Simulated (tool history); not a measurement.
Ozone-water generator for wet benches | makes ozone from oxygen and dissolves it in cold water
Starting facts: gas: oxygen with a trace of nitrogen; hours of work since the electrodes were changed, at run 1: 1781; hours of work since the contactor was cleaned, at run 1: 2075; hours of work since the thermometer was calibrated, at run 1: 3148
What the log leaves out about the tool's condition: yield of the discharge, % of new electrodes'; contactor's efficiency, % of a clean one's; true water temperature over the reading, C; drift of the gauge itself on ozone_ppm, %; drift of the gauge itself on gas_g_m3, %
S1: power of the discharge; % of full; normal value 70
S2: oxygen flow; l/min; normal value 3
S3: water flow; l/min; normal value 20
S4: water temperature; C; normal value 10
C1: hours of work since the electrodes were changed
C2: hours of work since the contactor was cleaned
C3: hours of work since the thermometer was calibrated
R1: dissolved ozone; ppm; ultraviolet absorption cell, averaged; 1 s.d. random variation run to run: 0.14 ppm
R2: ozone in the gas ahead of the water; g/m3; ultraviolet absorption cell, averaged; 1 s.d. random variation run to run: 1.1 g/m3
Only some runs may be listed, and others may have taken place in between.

Run 1, hour 0: usual settings; C1 1781; C2 2075; C3 3148. Result: R1 17.3 ppm, R2 201.5 g/m3.
Run 2, hour 67.9: usual settings but S3 21 l/min; C1 1848; C2 2142; C3 3215. Result: R1 16.8 ppm, R2 199.8 g/m3.
Run 3, hour 105.8: usual settings but S3 21 l/min; C1 1885; C2 2179; C3 3252. Result: R1 16.5 ppm, R2 201.1 g/m3.
At hour 165.8: water thermometer calibrated.
Run 4, hour 172.7: usual settings but S3 21 l/min; C1 1950; C2 2245; C3 7. Result: R1 16.6 ppm, R2 198.9 g/m3.
Run 5, hour 220.8: usual settings but S3 21 l/min; C1 1998; C2 2292; C3 54. Result: R1 16.3 ppm, R2 199.6 g/m3.
Run 6, hour 269.1: usual settings; C1 2045; C2 2339; C3 102. Result: R1 17.6 ppm, R2 202.2 g/m3.
Run 7, hour 325.6: usual settings; C1 2101; C2 2395; C3 157. Result: R1 17.3 ppm, R2 200 g/m3.
Run 8, hour 364.7: usual settings; C1 2139; C2 2433; C3 196. Result: R1 17.4 ppm, R2 198.6 g/m3.
Run 9, hour 427.6: usual settings; C1 2201; C2 2495; C3 257. Result: R1 17.4 ppm, R2 201.7 g/m3.
Run 10, hour 474.6: usual settings; C1 2247; C2 2541; C3 304. Result: R1 17.3 ppm, R2 201.4 g/m3.
Run 11, hour 525.8: usual settings but S2 3.76 l/min; C1 2298; C2 2592; C3 354. Result: R1 18.9 ppm, R2 187.5 g/m3.
Run 12, hour 572.7: usual settings but S2 3.76 l/min; C1 2344; C2 2638; C3 400. Result: R1 19.1 ppm, R2 186 g/m3.
Run 13, hour 609.5: usual settings but S2 3.76 l/min; C1 2380; C2 2674; C3 436. Result: R1 18.8 ppm, R2 185.2 g/m3.
Run 14, hour 646.8: usual settings but S2 3.76 l/min; C1 2417; C2 2711; C3 473. Result: R1 18.9 ppm, R2 187.4 g/m3.
Run 15, hour 707.8: usual settings but S2 3.76 l/min; C1 2477; C2 2771; C3 533. Result: R1 19 ppm, R2 184.2 g/m3.
Run 16, hour 751.9: usual settings but S2 3.76 l/min; C1 2520; C2 2814; C3 576. Result: R1 18.6 ppm, R2 185.2 g/m3.
Run 17, hour 794.4: usual settings but S2 3.76 l/min; C1 2562; C2 2856; C3 618. Result: R1 19.2 ppm, R2 184.5 g/m3.
Run 18, hour 827.5: usual settings but S2 3.76 l/min; C1 2594; C2 2888; C3 651. Result: R1 18.7 ppm, R2 185.2 g/m3.
Run 19, hour 873.2: usual settings but S3 22 l/min; C1 2639; C2 2933; C3 696. Result: R1 15.7 ppm, R2 202.1 g/m3.
Run 20, hour 933.3: usual settings but S1 51 % of full, S2 4.89 l/min, S3 30 l/min; C1 2698; C2 2992; C3 755. Result: R1 11.4 ppm, R2 141 g/m3.
Run 21, hour 968.6: usual settings but S1 82 % of full, S4 6 C; C1 2733; C2 3027; C3 789. Result: R1 19.6 ppm, R2 220.8 g/m3.

Run 22 has not been measured yet. What should we expect?
Run 22, hour 1033.2: usual settings but S1 82 % of full, S2 2.21 l/min, S4 7 C; C1 2797; C2 3091; C3 853. Result: R1 ?, R2 ?.

Logged for run 22: R1 17.1 ppm, R2 243.2 g/m3.
The same run, on a tool lacking any hidden state, would have yielded R1 17.1 ppm, R2 243.6 g/m3.
